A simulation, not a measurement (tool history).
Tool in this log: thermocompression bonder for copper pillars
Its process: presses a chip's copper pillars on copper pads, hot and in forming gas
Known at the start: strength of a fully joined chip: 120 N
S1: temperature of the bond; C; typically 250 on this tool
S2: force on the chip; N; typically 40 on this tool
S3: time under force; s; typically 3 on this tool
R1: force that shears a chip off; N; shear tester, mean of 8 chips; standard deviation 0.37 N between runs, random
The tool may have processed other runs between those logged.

run,hour,S1,S2,S3,R1
1,0.0,250,40,3,55.5
2,61.0,250,30,3,41.6
3,139.9,250,40,3,54.8
4,223.4,222,40,3,39.1
5,283.5,250,40,2,45.5
6,320.4,238,40,3,47.4
7,356.4,238,40,3,47.9
8,414.2,238,40,3,46.6
9,457.9,238,40,3,46.7
10,509.7,250,40,3,52.7
11,569.7,250,40,3,52.9
12,654.1,250,40,3,52.0
13,726.5,250,40,3,51.7
# hour 741.1: forming gas filter changed
14,782.4,250,40,3,56.0
# hour 805.5: force cell calibrated
15,860.7,250,40,3,59.5
16,911.9,250,40,3,59.6
17,947.9,250,40,3,60.0
18,1015.0,250,27,3,40.6
19,1082.8,264,27,3,46.3
20,1123.5,250,35,3,51.6
21,1182.8,271,34,4,67.1
# hour 1250.9: heater calibrated with a thermocouple chip
22,1250.9,271,34,4,68.7
23,1322.1,250,28,5,51.4
24,1382.7,250,28,5,51.5
25,1431.0,277,30,8,77.8
# hour 1496.0: forming gas filter changed
26,1507.5,234,24,6,42.2
27,1542.8,234,24,6,42.7
28,1604.0,262,25,6,58.3
# hour 1664.2: heater calibrated with a thermocouple chip, once more
29,1673.5,262,25,6,47.2
30,1749.8,226,28,5,31.0
31,1810.3,226,33,2,25.8
32,1858.3,245,33,5,46.8
33,1921.6,231,34,3,33.3
34,2003.2,250,43,2,45.1
35,2037.7,239,38,3,41.5
36,2085.8,232,40,6,52.0
37,2161.8,232,40,6,51.4
38,2201.6,232,40,6,50.8
# hour 2254.2: forming gas filter changed
39,2263.8,250,40,2,44.6

Each run again, without the hidden state but with its own random variation kept:
Hidden conditions of the tool in this case: true temperature of the bond over the reading, C; force that reaches the chip, % of what is set; oxide that the forming gas leaves, % of the face; drift of the gauge itself on shear_n, %.
run,R1
1,54.1
2,40.6
3,54.0
4,38.2
5,45.3
6,47.2
7,47.8
8,46.8
9,47.0
10,53.7
11,54.2
12,53.8
13,53.9
14,54.0
15,53.7
16,54.2
17,54.7
18,36.5
19,42.5
20,47.4
21,63.7
22,63.7
23,46.1
24,46.6
25,75.1
26,34.5
27,34.9
28,50.1
29,50.3
30,33.4
31,28.0
32,50.6
33,36.3
34,49.4
35,45.5
36,57.1
37,56.8
38,56.5
39,46.2
